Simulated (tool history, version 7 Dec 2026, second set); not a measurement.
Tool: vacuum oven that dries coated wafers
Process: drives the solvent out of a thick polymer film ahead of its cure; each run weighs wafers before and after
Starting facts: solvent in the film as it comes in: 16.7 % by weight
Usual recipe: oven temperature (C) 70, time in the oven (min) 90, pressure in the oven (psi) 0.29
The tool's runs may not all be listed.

run   hour  oven temperature (C)  time in the oven (min)  pressure in the oven (psi)  solvent left in the film (%)
  1      0                    70                      90                        0.29                          1.35
  2   27.6                    70                      90                        0.29                         1.332
  3   51.9                    70                      90                        0.29                         1.343
  4   66.3                    70                      90                        0.29                         1.337
  5   87.2                    70                      90                        0.29                         1.342
  6  114.6                    70                      90                        0.29                         1.342
  7  145.2                    70                      90                        0.29                         1.325
  8  158.6                    70                      90                        0.29                         1.328
  9  177.8                    70                      90                        0.29                         1.321
     186.6  -- oven's thermocouples calibrated
 10  202.2                    70                      90                        0.29                         1.588
 11  233.6                    70                      90                       0.458                         1.976
 12  259.2                    70                      90                       0.458                         1.979
 13  288.9                    60                      90                       0.458                         4.316
 14  308.9                    70                      90                        0.29                         1.576
 15  323.7                    70                      90                        0.29                          1.57
 16  337.1                    70                      90                        0.29                          1.57
 17  368.8                    70                      90                        0.29                         1.558
 18  389.3                    70                      90                        0.29                         1.554
 19  416.3                    70                      90                        0.29                         1.549
 20  437.2                    67                      90                        0.29                         2.059
 21  453.6                    67                      90                        0.29                         2.064
 22  474.6                    67                      90                        0.29                         2.063
 23  490.5                    67                      90                        0.29                         2.075
 24  512.9                    67                      90                        0.29                         2.058
 25  529.8                    62                      60                       0.154                         4.512
 26  557.5                    56                      88                       0.637                         6.228
 27    584                    56                      88                       0.441                         5.521
 28  605.2                    70                      62                        0.29                         2.612
 29  622.9                    62                      62                       0.492                         5.265
 30  646.7                    67                      90                       0.196                         1.779
 31  666.9                    67                      90                       0.196                         1.786
     669.8  -- vacuum gauge cleaned of residue and calibrated
 32  696.3                    58                      90                        0.29                         4.248
 33    713                    63                      90                        0.84                         4.543
 34  734.7                    63                     115                       0.184                           1.8
 35  760.6                    69                     108                        0.29                         1.318
 36  780.2                    69                      67                       0.152                         2.223
     787.1  -- vacuum gauge cleaned of residue and calibrated, once more
 37  797.6                    69                      67                       0.152                         2.163
 38  811.8                    71                      94                       1.133                         3.219
 39  832.6                    71                      53                       1.133                         4.647
 40  850.7                    67                      90                        0.29                         1.972
 41  869.9                    58                      98                       0.735                         5.347
 42  884.7                    67                     124                       0.482                         1.804
 43  903.7                    67                      60                       0.497                         3.863
 44  928.9                    77                      57                       0.844                         2.467
 45  958.5                    77                      57                       0.844                         2.445
 46  971.9                    74                      90                       0.267                         0.938

Below, some changes in solvent left in the film (%) between adjacent runs. For each, the amount present without the hidden state too (settings, incoming material, random variation) and the amount remaining for the hidden state with gauge scatter not shared by both compared results:
Hidden state at play: true wafer temperature over the reading, C; true pressure over the reading, kPa; drift of the gauge itself on solvent_pct, %.
Run 9 -> 10: oven's thermocouples calibrated. solvent left in the film (%) +0.267: hidden state +0.257, all else +0.01.
Run 29 -> 30: oven temperature (C) 62 -> 67, time in the oven (min) 62 -> 90, pressure in the oven (psi) 0.492 -> 0.196. solvent left in the film (%) -3.486: hidden state +0.023, all else -3.509.
Run 40 -> 41: oven temperature (C) 67 -> 58, time in the oven (min) 90 -> 98, pressure in the oven (psi) 0.29 -> 0.735. solvent left in the film (%) +3.375: hidden state -0.07, all else +3.445.
Run 41 -> 42: oven temperature (C) 58 -> 67, time in the oven (min) 98 -> 124, pressure in the oven (psi) 0.735 -> 0.482. solvent left in the film (%) -3.543: hidden state +0.088, all else -3.631.
Run 42 -> 43: time in the oven (min) 124 -> 60, pressure in the oven (psi) 0.482 -> 0.497. solvent left in the film (%) +2.059: hidden state -0.073, all else +2.132.

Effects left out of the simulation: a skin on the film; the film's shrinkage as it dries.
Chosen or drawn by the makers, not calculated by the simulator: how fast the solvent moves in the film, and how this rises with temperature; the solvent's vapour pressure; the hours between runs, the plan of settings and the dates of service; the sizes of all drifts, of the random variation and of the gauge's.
